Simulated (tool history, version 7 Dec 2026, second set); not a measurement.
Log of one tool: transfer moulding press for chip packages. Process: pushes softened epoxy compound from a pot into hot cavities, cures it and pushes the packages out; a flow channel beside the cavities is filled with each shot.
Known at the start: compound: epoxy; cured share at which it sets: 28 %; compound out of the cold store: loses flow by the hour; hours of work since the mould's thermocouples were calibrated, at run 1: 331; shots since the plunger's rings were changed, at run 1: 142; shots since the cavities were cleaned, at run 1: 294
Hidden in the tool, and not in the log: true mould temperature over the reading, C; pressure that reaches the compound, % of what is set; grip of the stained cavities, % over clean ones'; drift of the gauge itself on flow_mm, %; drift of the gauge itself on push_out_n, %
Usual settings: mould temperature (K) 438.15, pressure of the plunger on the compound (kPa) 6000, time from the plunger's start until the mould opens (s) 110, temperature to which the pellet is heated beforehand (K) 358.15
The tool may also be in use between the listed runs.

run,hour,mould temperature (K),pressure of the plunger on the compound (kPa),time from the plunger's start until the mould opens (s),temperature to which the pellet is heated beforehand (K),hours of work since the mould's thermocouples were calibrated,shots since the plunger's rings were changed,shots since the cavities were cleaned,incoming compound's hours out of the cold store,length that the compound runs in the flow channel (mm),greatest force on the pins that push the packages out (N)
1,0.0,438.15,6000,110,358.15,331,142,294,19.4,927,502
2,23.6,438.15,6000,110,358.15,342,327,479,27.2,879,559
# hour 43.4: cavities cleaned with cleaning compound and waxed
3,49.1,438.15,6000,110,358.15,353,515,45,38.9,811,391
4,68.9,431.15,6000,110,358.15,362,670,200,34.0,855,681
5,86.6,431.15,6000,110,358.15,370,809,339,37.5,839,753
6,117.8,431.15,6000,132,358.15,384,1053,583,30.5,868,661
# hour 123.2: cavities cleaned with cleaning compound and waxed
7,145.6,438.15,6000,110,356.15,396,1259,175,38.2,797,441
8,171.7,438.15,6000,119,356.15,408,1463,379,12.4,968,507
9,185.1,438.15,6000,110,358.15,415,1569,485,9.1,990,587
# hour 202.8: cavities cleaned with cleaning compound and waxed
10,217.1,438.15,6000,110,358.15,429,1808,112,17.9,918,413
11,232.8,438.15,6000,110,358.15,436,1931,235,44.0,760,463
12,248.6,438.15,6000,110,358.15,443,2055,359,20.5,890,523
13,268.6,438.15,6760,110,358.15,452,2211,515,23.5,942,579
# hour 283.7: cavities cleaned with cleaning compound and waxed
14,286.6,444.15,5290,92,358.15,460,2341,24,22.2,808,363
# hour 291.3: mould's thermocouples calibrated
15,310.4,444.15,4610,106,358.15,9,2512,195,22.9,749,410
16,334.1,444.15,4610,137,358.15,20,2697,380,8.2,822,498
17,357.6,444.15,4610,137,358.15,31,2881,564,24.0,735,516
# hour 364.5: cavities cleaned with cleaning compound and waxed
18,380.1,438.15,7010,110,365.15,40,3046,122,41.7,819,420
19,394.5,438.15,6000,110,365.15,47,3158,234,13.8,928,482
# hour 412.9: mould's thermocouples calibrated, once more
20,417.2,439.15,4840,122,358.15,2,3321,397,14.6,819,517
# hour 445.6: cavities cleaned with cleaning compound and waxed
21,447.5,442.15,5650,122,366.15,15,3546,14,37.8,727,331
22,472.8,432.15,5650,95,349.15,27,3745,213,36.8,771,811
23,485.9,432.15,5650,95,349.15,33,3848,316,44.6,729,889
24,499.9,432.15,5650,95,351.15,39,3957,425,8.9,949,1066

4 ways to go on from here, each from the tool as it stands after run 24. What would each give?
# hour 524.5: cavities cleaned with cleaning compound and waxed
A,532.2,435.15,6000,110,358.15,54,4199,61,24.2,?,?
# hour 524.5: cavities cleaned with cleaning compound and waxed
B,532.2,432.15,5900,95,351.15,54,4199,61,23.2,?,?
# hour 524.5: cavities cleaned with cleaning compound and waxed
C,532.2,432.15,5360,118,351.15,54,4199,61,27.3,?,?
# hour 524.5: cavities cleaned with cleaning compound and waxed
D,532.2,438.15,6250,95,351.15,54,4199,61,18.7,?,?

run,length that the compound runs in the flow channel (mm),greatest force on the pins that push the packages out (N)
A,855,422
B,858,720
C,792,460
D,891,466
Without the tool's hidden state the same runs would have given:
run,length that the compound runs in the flow channel (mm),greatest force on the pins that push the packages out (N)
A,924,375
B,927,646
C,856,410
D,963,416
